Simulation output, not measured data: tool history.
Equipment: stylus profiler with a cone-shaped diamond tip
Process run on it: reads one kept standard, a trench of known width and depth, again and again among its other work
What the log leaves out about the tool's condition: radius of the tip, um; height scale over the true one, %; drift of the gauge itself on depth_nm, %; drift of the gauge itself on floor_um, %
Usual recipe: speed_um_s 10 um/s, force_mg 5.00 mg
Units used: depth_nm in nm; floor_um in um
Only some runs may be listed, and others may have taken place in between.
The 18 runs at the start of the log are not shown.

run	hour	speed_um_s	force_mg	scans with this tip	hours of work since the height scale was calibrated	depth_nm	floor_um
19	1064.9	6	5.00	5046	60	101.77	28.35
20	1098.0	8	9.92	5125	77	102.69	28.28
21	1141.6	8	9.92	5229	100	102.65	28.32
22	1197.4	8	9.92	5361	129	102.69	28.33
23	1252.7	37	5.08	5493	158	101.62	28.22
24	1319.7	37	5.08	5652	193	101.69	28.23
25	1379.9	3	8.69	5795	225	102.42	28.26
26	1453.6	3	8.69	5970	263	102.37	28.27
27	1493.9	2	4.43	6066	284	101.47	28.30
28	1570.5	3	3.43	6248	324	101.22	28.29
29	1636.4	4	11.24	6405	359	102.77	28.19
30	1679.2	10	2.16	6507	381	100.80	28.20
31	1718.6	10	2.16	6600	402	100.83	28.22
32	1759.0	10	2.16	6696	423	100.81	28.25
33	1797.1	10	2.16	6787	443	100.78	28.23
34	1863.8	6	3.09	6945	478	101.07	28.23

4 options for the next run, each taken on its own from the tool as it stands now. Forecast them:
A	1925.2	9	3.09	7091	510	?	?
B	1925.2	6	5.60	7091	510	?	?
C	1925.2	7	5.00	7091	510	?	?
D	1925.2	7	5.00	7091	510	?	?

run	depth_nm	floor_um
A	101.04	28.27
B	101.65	28.25
C	101.55	28.22
D	101.52	28.18
Take away the tool's hidden state, keep each run's random variation, and the runs would have read:
run	depth_nm	floor_um
A	101.23	28.65
B	101.84	28.63
C	101.74	28.60
D	101.71	28.56

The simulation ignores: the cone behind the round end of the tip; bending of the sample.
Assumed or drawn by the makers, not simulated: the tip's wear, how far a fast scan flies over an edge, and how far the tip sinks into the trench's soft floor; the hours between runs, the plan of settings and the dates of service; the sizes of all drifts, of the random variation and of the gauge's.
